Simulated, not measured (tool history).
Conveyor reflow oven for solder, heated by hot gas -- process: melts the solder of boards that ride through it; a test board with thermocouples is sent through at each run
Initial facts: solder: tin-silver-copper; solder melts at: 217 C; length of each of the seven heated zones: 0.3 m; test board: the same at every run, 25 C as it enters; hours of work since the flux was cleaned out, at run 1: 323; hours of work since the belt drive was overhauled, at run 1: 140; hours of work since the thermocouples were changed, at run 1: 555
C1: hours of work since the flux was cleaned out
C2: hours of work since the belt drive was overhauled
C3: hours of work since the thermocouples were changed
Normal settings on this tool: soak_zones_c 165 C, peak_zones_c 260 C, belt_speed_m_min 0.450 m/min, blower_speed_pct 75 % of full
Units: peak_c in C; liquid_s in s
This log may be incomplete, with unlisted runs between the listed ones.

{"run": 1, "day": 0.0, "soak_zones_c": 165, "peak_zones_c": 260, "belt_speed_m_min": 0.45, "blower_speed_pct": 75, "C1": 323, "C2": 140, "C3": 555, "peak_c": 241.5, "liquid_s": 45.6}
{"run": 2, "day": 0.733, "soak_zones_c": 165, "peak_zones_c": 260, "belt_speed_m_min": 0.438, "blower_speed_pct": 75, "C1": 333, "C2": 151, "C3": 565, "peak_c": 241.5, "liquid_s": 47.4}
{"day": 1.162, "done": "flux residue cleaned out of gas plates and filters"}
{"day": 1.246, "done": "thermocouples of zones 6 and 7 changed"}
{"run": 3, "day": 1.842, "soak_zones_c": 165, "peak_zones_c": 260, "belt_speed_m_min": 0.45, "blower_speed_pct": 75, "C1": 9, "C2": 163, "C3": 9, "peak_c": 237.0, "liquid_s": 40.3}
{"run": 4, "day": 2.454, "soak_zones_c": 165, "peak_zones_c": 260, "belt_speed_m_min": 0.45, "blower_speed_pct": 75, "C1": 18, "C2": 172, "C3": 18, "peak_c": 237.3, "liquid_s": 39.0}
{"run": 5, "day": 2.962, "soak_zones_c": 165, "peak_zones_c": 260, "belt_speed_m_min": 0.45, "blower_speed_pct": 51, "C1": 25, "C2": 179, "C3": 25, "peak_c": 228.2, "liquid_s": 24.0}
{"run": 6, "day": 3.488, "soak_zones_c": 165, "peak_zones_c": 260, "belt_speed_m_min": 0.45, "blower_speed_pct": 75, "C1": 33, "C2": 187, "C3": 33, "peak_c": 237.0, "liquid_s": 38.8}
{"run": 7, "day": 4.192, "soak_zones_c": 165, "peak_zones_c": 260, "belt_speed_m_min": 0.45, "blower_speed_pct": 80, "C1": 43, "C2": 197, "C3": 43, "peak_c": 237.5, "liquid_s": 42.0}
{"run": 8, "day": 4.538, "soak_zones_c": 165, "peak_zones_c": 260, "belt_speed_m_min": 0.45, "blower_speed_pct": 65, "C1": 48, "C2": 202, "C3": 48, "peak_c": 233.3, "liquid_s": 34.9}
{"day": 4.962, "done": "flux residue cleaned out of gas plates and filters, once more"}
{"run": 9, "day": 5.446, "soak_zones_c": 165, "peak_zones_c": 260, "belt_speed_m_min": 0.45, "blower_speed_pct": 52, "C1": 7, "C2": 213, "C3": 58, "peak_c": 234.7, "liquid_s": 37.1}
{"run": 10, "day": 6.075, "soak_zones_c": 165, "peak_zones_c": 260, "belt_speed_m_min": 0.45, "blower_speed_pct": 52, "C1": 16, "C2": 222, "C3": 68, "peak_c": 235.1, "liquid_s": 37.4}
{"run": 11, "day": 6.788, "soak_zones_c": 165, "peak_zones_c": 260, "belt_speed_m_min": 0.45, "blower_speed_pct": 52, "C1": 27, "C2": 232, "C3": 78, "peak_c": 235.2, "liquid_s": 35.8}
{"run": 12, "day": 7.238, "soak_zones_c": 165, "peak_zones_c": 260, "belt_speed_m_min": 0.45, "blower_speed_pct": 75, "C1": 33, "C2": 239, "C3": 85, "peak_c": 244.1, "liquid_s": 50.3}
{"run": 13, "day": 7.638, "soak_zones_c": 165, "peak_zones_c": 260, "belt_speed_m_min": 0.45, "blower_speed_pct": 75, "C1": 39, "C2": 245, "C3": 90, "peak_c": 244.0, "liquid_s": 49.9}
{"run": 14, "day": 8.429, "soak_zones_c": 165, "peak_zones_c": 260, "belt_speed_m_min": 0.393, "blower_speed_pct": 75, "C1": 51, "C2": 256, "C3": 102, "peak_c": 247.6, "liquid_s": 61.1}
{"run": 15, "day": 8.925, "soak_zones_c": 165, "peak_zones_c": 260, "belt_speed_m_min": 0.393, "blower_speed_pct": 75, "C1": 58, "C2": 264, "C3": 109, "peak_c": 247.6, "liquid_s": 62.8}
{"run": 16, "day": 9.554, "soak_zones_c": 157, "peak_zones_c": 260, "belt_speed_m_min": 0.483, "blower_speed_pct": 72, "C1": 67, "C2": 273, "C3": 119, "peak_c": 238.6, "liquid_s": 37.6}
{"run": 17, "day": 10.104, "soak_zones_c": 157, "peak_zones_c": 260, "belt_speed_m_min": 0.483, "blower_speed_pct": 72, "C1": 75, "C2": 281, "C3": 127, "peak_c": 239.1, "liquid_s": 37.8}
{"run": 18, "day": 10.796, "soak_zones_c": 157, "peak_zones_c": 270, "belt_speed_m_min": 0.486, "blower_speed_pct": 52, "C1": 85, "C2": 291, "C3": 137, "peak_c": 235.8, "liquid_s": 32.3}
{"run": 19, "day": 11.529, "soak_zones_c": 161, "peak_zones_c": 260, "belt_speed_m_min": 0.45, "blower_speed_pct": 55, "C1": 96, "C2": 302, "C3": 147, "peak_c": 234.6, "liquid_s": 34.7}
{"run": 20, "day": 12.375, "soak_zones_c": 161, "peak_zones_c": 260, "belt_speed_m_min": 0.45, "blower_speed_pct": 55, "C1": 108, "C2": 314, "C3": 160, "peak_c": 234.9, "liquid_s": 34.5}
{"run": 21, "day": 12.958, "soak_zones_c": 157, "peak_zones_c": 260, "belt_speed_m_min": 0.45, "blower_speed_pct": 50, "C1": 117, "C2": 323, "C3": 168, "peak_c": 230.5, "liquid_s": 28.5}
{"run": 22, "day": 13.688, "soak_zones_c": 172, "peak_zones_c": 260, "belt_speed_m_min": 0.45, "blower_speed_pct": 69, "C1": 128, "C2": 333, "C3": 179, "peak_c": 242.4, "liquid_s": 49.8}
{"run": 23, "day": 14.267, "soak_zones_c": 167, "peak_zones_c": 271, "belt_speed_m_min": 0.531, "blower_speed_pct": 65, "C1": 136, "C2": 342, "C3": 188, "peak_c": 242.7, "liquid_s": 38.7}
{"run": 24, "day": 14.629, "soak_zones_c": 180, "peak_zones_c": 249, "belt_speed_m_min": 0.479, "blower_speed_pct": 70, "C1": 141, "C2": 347, "C3": 193, "peak_c": 233.9, "liquid_s": 39.6}
{"run": 25, "day": 15.112, "soak_zones_c": 153, "peak_zones_c": 274, "belt_speed_m_min": 0.45, "blower_speed_pct": 75, "C1": 149, "C2": 354, "C3": 200, "peak_c": 252.5, "liquid_s": 53.5}
{"run": 26, "day": 15.767, "soak_zones_c": 174, "peak_zones_c": 252, "belt_speed_m_min": 0.45, "blower_speed_pct": 75, "C1": 158, "C2": 364, "C3": 210, "peak_c": 238.1, "liquid_s": 45.4}
{"run": 27, "day": 16.142, "soak_zones_c": 177, "peak_zones_c": 270, "belt_speed_m_min": 0.45, "blower_speed_pct": 75, "C1": 164, "C2": 369, "C3": 215, "peak_c": 254.4, "liquid_s": 61.7}
{"run": 28, "day": 16.988, "soak_zones_c": 177, "peak_zones_c": 270, "belt_speed_m_min": 0.45, "blower_speed_pct": 75, "C1": 176, "C2": 382, "C3": 227, "peak_c": 253.2, "liquid_s": 60.5}
{"run": 29, "day": 17.533, "soak_zones_c": 177, "peak_zones_c": 270, "belt_speed_m_min": 0.45, "blower_speed_pct": 75, "C1": 184, "C2": 390, "C3": 235, "peak_c": 253.4, "liquid_s": 62.8}
{"run": 30, "day": 18.025, "soak_zones_c": 177, "peak_zones_c": 270, "belt_speed_m_min": 0.45, "blower_speed_pct": 75, "C1": 191, "C2": 397, "C3": 243, "peak_c": 253.2, "liquid_s": 61.0}

For each entry between runs, how does the tool's hidden state at the last listed run before it compare with that at the first listed run after it?
Run 2 -> run 3: flux residue cleaned out of gas plates and filters (day 1.162); thermocouples of zones 6 and 7 changed (day 1.246)
  heat that the gas passes to the board, % of a clean oven's: 85.9 -> 79.1; belt's true speed, % of the reading: 99.71 -> 99.69; true gas temperature in zones 6 and 7 over the reading, C: 1.65 -> 0.2
  measured less the result without the state, peak_c: -2.8 -> -6.7 C; liquid_s: -4.3 -> -9.7 s
Run 8 -> run 9: flux residue cleaned out of gas plates and filters, once more (day 4.962)
  heat that the gas passes to the board, % of a clean oven's: 77.8 -> 99.5; belt's true speed, % of the reading: 99.62 -> 99.6; true gas temperature in zones 6 and 7 over the reading, C: 0.3 -> 0.32
  measured less the result without the state, peak_c: -6.9 -> +0.3 C; liquid_s: -10.9 -> +0.5 s

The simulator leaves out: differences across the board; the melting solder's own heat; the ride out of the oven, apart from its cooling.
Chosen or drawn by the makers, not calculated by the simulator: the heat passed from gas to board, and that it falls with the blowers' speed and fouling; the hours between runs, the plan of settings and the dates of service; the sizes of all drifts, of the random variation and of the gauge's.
